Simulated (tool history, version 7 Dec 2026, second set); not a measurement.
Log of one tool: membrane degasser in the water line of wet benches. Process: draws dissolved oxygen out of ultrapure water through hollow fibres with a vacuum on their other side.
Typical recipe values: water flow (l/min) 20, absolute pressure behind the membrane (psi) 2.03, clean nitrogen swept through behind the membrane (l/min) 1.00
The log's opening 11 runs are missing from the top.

run	hour	water flow (l/min)	absolute pressure behind the membrane (psi)	clean nitrogen swept through behind the membrane (l/min)	hours since the membrane was changed	hours since the vacuum gauge was calibrated	hours since the vacuum lines were made tight	dissolved oxygen in the water behind the degasser (ppb)	pressure that the water loses in the fibres (psi)
12	337.1	20	2.03	1.00	616	1896	129	586.8	9.941
13	384.5	20	2.03	1.00	663	1943	176	584.0	9.957
14	423.4	20	2.03	1.00	702	1982	215	588.1	10.040
15	468.6	20	2.03	1.00	747	2027	260	577.0	9.957
16	512.1	20	2.03	1.00	791	2071	304	585.0	9.974
17	542.3	20	4.60	0.55	821	2101	334	1820.4	9.981
18	571.8	24	2.03	1.67	850	2131	364	548.9	12.037
19	613.6	18	2.03	1.00	892	2173	406	514.4	9.100
# hour 641.0: gauge calibrated
20	641.0	20	2.03	0.54	920	2200	433	873.1	9.796
21	673.3	20	2.03	0.54	952	2232	465	865.3	9.776
22	714.4	22	2.03	0.54	993	2273	506	954.3	10.827
23	744.6	22	2.03	0.54	1023	2304	537	966.0	10.855
24	785.7	20	2.19	1.00	1064	2345	578	621.2	9.892
25	808.8	15	3.34	1.00	1087	2368	601	681.2	7.401
26	852.7	15	3.34	1.00	1131	2412	645	679.2	7.395
27	872.8	15	3.34	1.00	1151	2432	665	686.2	7.417
28	914.9	26	2.03	0.70	1193	2474	707	988.0	12.948
29	934.9	14	2.03	0.46	1213	2494	727	683.1	6.939
30	962.7	16	3.87	2.02	1241	2522	755	485.9	7.935
31	1006.2	30	2.65	2.93	1285	2565	798	688.3	14.943
32	1027.8	28	2.03	0.44	1306	2587	820	1345.7	14.059

Consider 4 possible next runs. They are alternatives, not a sequence: every one starts from the tool as it was left by run 32. What does each give?
A	1064.9	12	4.39	0.42	1343	2624	857	?	?
B	1064.9	27	2.03	0.59	1343	2624	857	?	?
C	1064.9	26	1.94	2.13	1343	2624	857	?	?
D	1064.9	23	4.83	0.69	1343	2624	857	?	?

run	dissolved oxygen in the water behind the degasser (ppb)	pressure that the water loses in the fibres (psi)
A	1406.1	5.997
B	1123.3	13.486
C	531.8	12.981
D	1843.2	11.449
Without the tool's unlogged condition, the same runs would have read:
run	dissolved oxygen in the water behind the degasser (ppb)	pressure that the water loses in the fibres (psi)
A	1406.0	5.887
B	1123.1	13.239
C	531.6	12.743
D	1843.1	11.239
